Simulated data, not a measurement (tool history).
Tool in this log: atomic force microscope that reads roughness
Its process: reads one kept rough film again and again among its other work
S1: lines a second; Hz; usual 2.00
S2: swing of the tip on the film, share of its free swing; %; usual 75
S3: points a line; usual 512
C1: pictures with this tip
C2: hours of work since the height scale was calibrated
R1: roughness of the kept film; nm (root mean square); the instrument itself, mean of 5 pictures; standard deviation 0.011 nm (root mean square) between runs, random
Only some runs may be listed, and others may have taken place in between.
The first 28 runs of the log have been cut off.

run 29 day=34.471 | S1=2.00 S2=68 S3=966 | C1=121 C2=987 | R1=2.449
run 30 day=35.638 | S1=0.67 S2=75 S3=512 | C1=152 C2=1007 | R1=2.492
run 31 day=36.954 | S1=0.67 S2=75 S3=512 | C1=187 C2=1028 | R1=2.469
run 32 day=38.246 | S1=2.00 S2=55 S3=557 | C1=222 C2=1050 | R1=2.434
run 33 day=39.183 | S1=1.09 S2=59 S3=512 | C1=247 C2=1065 | R1=2.447
run 34 day=40.296 | S1=3.80 S2=75 S3=512 | C1=277 C2=1084 | R1=2.086
run 35 day=41.142 | S1=3.80 S2=75 S3=512 | C1=300 C2=1098 | R1=2.075
run 36 day=42.896 | S1=3.80 S2=75 S3=512 | C1=347 C2=1127 | R1=2.045
-- day=44.512 new tip fitted
run 37 day=44.517 | S1=0.81 S2=86 S3=512 | C1=0 C2=1153 | R1=2.550
run 38 day=45.783 | S1=0.81 S2=86 S3=512 | C1=34 C2=1174 | R1=2.515
run 39 day=47.075 | S1=3.37 S2=55 S3=920 | C1=68 C2=1195 | R1=2.519
run 40 day=48.358 | S1=3.48 S2=89 S3=379 | C1=103 C2=1217 | R1=1.966
run 41 day=49.575 | S1=3.48 S2=89 S3=379 | C1=135 C2=1237 | R1=1.948
run 42 day=50.567 | S1=2.00 S2=71 S3=411 | C1=162 C2=1253 | R1=2.375
run 43 day=51.371 | S1=2.00 S2=71 S3=411 | C1=184 C2=1266 | R1=2.359
run 44 day=53.146 | S1=0.75 S2=75 S3=725 | C1=231 C2=1296 | R1=2.405
run 45 day=54.883 | S1=0.76 S2=75 S3=725 | C1=278 C2=1324 | R1=2.352
run 46 day=55.871 | S1=2.71 S2=75 S3=363 | C1=304 C2=1341 | R1=2.153
run 47 day=57.050 | S1=2.71 S2=75 S3=363 | C1=336 C2=1360 | R1=2.130
run 48 day=58.567 | S1=2.71 S2=76 S3=363 | C1=377 C2=1385 | R1=2.102
-- day=59.117 new tip fitted
run 49 day=59.596 | S1=1.93 S2=76 S3=533 | C1=13 C2=1402 | R1=2.471
run 50 day=61.088 | S1=0.73 S2=56 S3=325 | C1=53 C2=1427 | R1=2.632
run 51 day=62.225 | S1=1.30 S2=67 S3=294 | C1=83 C2=1445 | R1=2.508
run 52 day=63.046 | S1=1.01 S2=66 S3=512 | C1=105 C2=1459 | R1=2.524

Predict each of these 3 candidate next runs independently; none follows another, all start after run 52:
run A day=64.683 | S1=2.00 S2=74 S3=480 | C1=149 C2=1486 | R1=?
run B day=64.683 | S1=0.92 S2=81 S3=941 | C1=149 C2=1486 | R1=?
run C day=64.683 | S1=0.68 S2=75 S3=456 | C1=149 C2=1486 | R1=?

run=A R1=2.363
run=B R1=2.430
run=C R1=2.473
Stripped of hidden state, with their random variation kept, the same runs would have yielded:
run=A R1=2.540
run=B R1=2.613
run=C R1=2.659
